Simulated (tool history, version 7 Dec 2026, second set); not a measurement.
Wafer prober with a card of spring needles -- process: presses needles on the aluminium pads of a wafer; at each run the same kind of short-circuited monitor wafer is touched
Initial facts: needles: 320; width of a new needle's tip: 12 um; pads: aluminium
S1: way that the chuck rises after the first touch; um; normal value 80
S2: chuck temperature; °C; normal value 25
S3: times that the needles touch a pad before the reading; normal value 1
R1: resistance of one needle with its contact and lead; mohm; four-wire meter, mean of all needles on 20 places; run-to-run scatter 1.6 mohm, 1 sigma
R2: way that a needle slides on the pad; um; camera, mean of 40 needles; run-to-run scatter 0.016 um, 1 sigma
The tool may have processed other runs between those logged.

run 1 hour=0 | S1=80 S2=25 S3=1 | R1=161 R2=19.5
-- hour=10.9 tips cleaned on abrasive film
-- hour=15.5 height of the first contact set anew
run 2 hour=16.4 | S1=60 S2=25 S3=1 | R1=163 R2=14.63
-- hour=24 tips cleaned on abrasive film
-- hour=35.9 tips cleaned on abrasive film
run 3 hour=42.6 | S1=60 S2=25 S3=1 | R1=161 R2=14.61
-- hour=48.3 tips cleaned on abrasive film
run 4 hour=53.8 | S1=60 S2=25 S3=1 | R1=161 R2=14.59
-- hour=62.3 tips cleaned on abrasive film
run 5 hour=69 | S1=60 S2=25 S3=1 | R1=163 R2=14.54
-- hour=74.9 tips cleaned on abrasive film
-- hour=88.8 tips cleaned on abrasive film
run 6 hour=91.2 | S1=98 S2=25 S3=1 | R1=159 R2=23.78
-- hour=102.6 tips cleaned on abrasive film
run 7 hour=110.8 | S1=98 S2=25 S3=1 | R1=161 R2=23.72
-- hour=114.6 tips cleaned on abrasive film
-- hour=127.6 tips cleaned on abrasive film
run 8 hour=136.9 | S1=98 S2=25 S3=3 | R1=166 R2=23.67
-- hour=141.1 tips cleaned on abrasive film
-- hour=154.4 tips cleaned on abrasive film
run 9 hour=157.1 | S1=80 S2=42 S3=1 | R1=166 R2=19.29
-- hour=166.9 tips cleaned on abrasive film
-- hour=168.7 height of the first contact set anew
run 10 hour=168.7 | S1=80 S2=42 S3=1 | R1=166 R2=19.28
-- hour=180 tips cleaned on abrasive film
run 11 hour=180.3 | S1=80 S2=34 S3=1 | R1=164 R2=19.26
-- hour=192.5 tips cleaned on abrasive film
run 12 hour=193.6 | S1=86 S2=25 S3=1 | R1=159 R2=20.69
-- hour=204.5 tips cleaned on abrasive film
run 13 hour=205.7 | S1=86 S2=25 S3=1 | R1=159 R2=20.7
-- hour=216.4 tips cleaned on abrasive film
run 14 hour=227.6 | S1=80 S2=25 S3=1 | R1=159 R2=19.2
-- hour=229.8 tips cleaned on abrasive film
-- hour=241.6 tips cleaned on abrasive film
run 15 hour=242.4 | S1=80 S2=25 S3=1 | R1=157 R2=19.17
-- hour=254.2 tips cleaned on abrasive film
run 16 hour=263.9 | S1=94 S2=45 S3=3 | R1=163 R2=22.52
-- hour=266.4 tips cleaned on abrasive film
-- hour=278.7 tips cleaned on abrasive film
run 17 hour=280.4 | S1=81 S2=88 S3=2 | R1=170 R2=19.37
-- hour=291.1 tips cleaned on abrasive film
run 18 hour=299.7 | S1=80 S2=25 S3=3 | R1=160 R2=19.11
-- hour=304.1 tips cleaned on abrasive film
-- hour=317.3 tips cleaned on abrasive film
-- hour=321.2 gauge calibrated
-- hour=321.5 height of the first contact set anew
run 19 hour=321.5 | S1=80 S2=58 S3=3 | R1=169 R2=19.52
-- hour=330.4 tips cleaned on abrasive film
run 20 hour=336.7 | S1=65 S2=25 S3=3 | R1=163 R2=15.85
-- hour=343.8 tips cleaned on abrasive film
-- hour=356.9 tips cleaned on abrasive film
run 21 hour=360 | S1=65 S2=25 S3=3 | R1=161 R2=15.84
-- hour=369.1 tips cleaned on abrasive film
run 22 hour=377.3 | S1=86 S2=86 S3=3 | R1=171 R2=20.91
-- hour=381.9 tips cleaned on abrasive film
-- hour=395.2 tips cleaned on abrasive film
run 23 hour=404.7 | S1=80 S2=25 S3=2 | R1=161 R2=19.4
-- hour=407.2 tips cleaned on abrasive film
-- hour=419.9 tips cleaned on abrasive film
run 24 hour=419.9 | S1=80 S2=25 S3=2 | R1=161 R2=19.38
-- hour=433.2 tips cleaned on abrasive film
run 25 hour=442.2 | S1=68 S2=25 S3=1 | R1=165 R2=16.41
-- hour=446.3 tips cleaned on abrasive film
run 26 hour=456.9 | S1=68 S2=25 S3=1 | R1=163 R2=16.46
-- hour=459 tips cleaned on abrasive film
-- hour=472.6 tips cleaned on abrasive film
-- hour=475.4 height of the first contact set anew
run 27 hour=483.1 | S1=61 S2=66 S3=1 | R1=173 R2=14.69
-- hour=484.9 tips cleaned on abrasive film
-- hour=498.2 tips cleaned on abrasive film
run 28 hour=500.2 | S1=80 S2=75 S3=2 | R1=169 R2=19.25
-- hour=510.6 tips cleaned on abrasive film
run 29 hour=516.6 | S1=89 S2=50 S3=2 | R1=164 R2=21.41
-- hour=524.6 tips cleaned on abrasive film
run 30 hour=530.4 | S1=89 S2=50 S3=2 | R1=167 R2=21.38

For some of the steps in R2 from one run to the next: how much would appear even if the tool had no hidden state, given the settings, what came in and random variation, and how much remains for the hidden state plus any gauge scatter that the measured result and the result without hidden state don't share?
The hidden state here: debris on the tips, nm; way that the needles fall short of the set height, um; tips' diameter, um; drift of the gauge itself on contact_mohm, %; drift of the gauge itself on scrub_um, %.
Run 1 -> 2: S1 80 -> 60, tips cleaned on abrasive film, height of the first contact set anew. R2 -4.87 um: hidden state -0.02, all else -4.85.
Run 5 -> 6: S1 60 -> 98, tips cleaned on abrasive film, tips cleaned on abrasive film. R2 +9.24 um: hidden state -0.08, all else +9.32.
Run 15 -> 16: S1 80 -> 94, S2 25 -> 45, S3 1 -> 3, tips cleaned on abrasive film. R2 +3.35 um: hidden state -0.09, all else +3.44.
Run 18 -> 19: S2 25 -> 58, tips cleaned on abrasive film, tips cleaned on abrasive film, gauge calibrated, height of the first contact set anew. R2 +0.41 um: hidden state +0.43, all else -0.02.
Run 21 -> 22: S1 65 -> 86, S2 25 -> 86, tips cleaned on abrasive film. R2 +5.07 um: hidden state -0.04, all else +5.11.

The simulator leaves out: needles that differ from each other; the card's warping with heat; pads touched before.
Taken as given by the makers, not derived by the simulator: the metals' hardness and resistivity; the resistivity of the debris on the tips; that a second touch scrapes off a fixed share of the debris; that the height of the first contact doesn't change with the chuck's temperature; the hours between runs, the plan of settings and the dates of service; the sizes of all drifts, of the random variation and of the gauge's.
